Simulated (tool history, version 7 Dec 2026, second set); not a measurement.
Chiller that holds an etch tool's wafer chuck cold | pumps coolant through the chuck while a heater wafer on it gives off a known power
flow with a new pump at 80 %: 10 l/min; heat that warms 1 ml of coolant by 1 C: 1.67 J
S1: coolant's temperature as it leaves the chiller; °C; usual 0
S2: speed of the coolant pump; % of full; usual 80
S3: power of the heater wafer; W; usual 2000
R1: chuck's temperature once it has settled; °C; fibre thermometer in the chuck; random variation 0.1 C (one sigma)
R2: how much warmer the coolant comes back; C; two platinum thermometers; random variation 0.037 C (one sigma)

run    hour  S1  S2    S3    R1    R2
  1       0   0  80  2000  18.4  7.53
  2    49.4   0  80  2000  18.2  7.53
       86.4  -- chiller's thermometer calibrated
  3   145.1   0  94  2000  15.5  6.42
  4   188.9   0  80  2000  17.9  7.54
  5   279.3   0  80  2000  18.1  7.52
        320  -- chiller's thermometer calibrated, once more
  6   359.6   0  80  2000  19.3  7.55
  7   424.1   0  80  2000  19.4  7.58
  8     468   0  80  2000  19.3  7.52
  9   570.4   0  80  2000  19.4  7.52
 10     651   0  80  2000  19.7  7.62
 11     736   0  80  2000  19.5  7.62
 12   820.8   0  80  2000  19.7  7.59
 13   890.5   0  80  2000  19.6   7.6
 14   944.6   0  80  2000  19.6  7.62
 15  1051.5   0  80  2000  19.6  7.66
 16  1096.5  -4  77  1068   6.8  4.26
 17  1144.3   8  82  1068  18.2  3.97
 18  1225.4  -7  61  1169   7.7  5.83
 19  1281.7  -7  61  1169   7.5  5.81

The next listed run, before its measurement:
 20  1338.3  -7  61  1169   ?   ?

{"run 20": {"R1": 7.7, "R2": 5.79}}
Without the tool's hidden state the same run would have given R1 6.4 °C, R2 5.42 C.
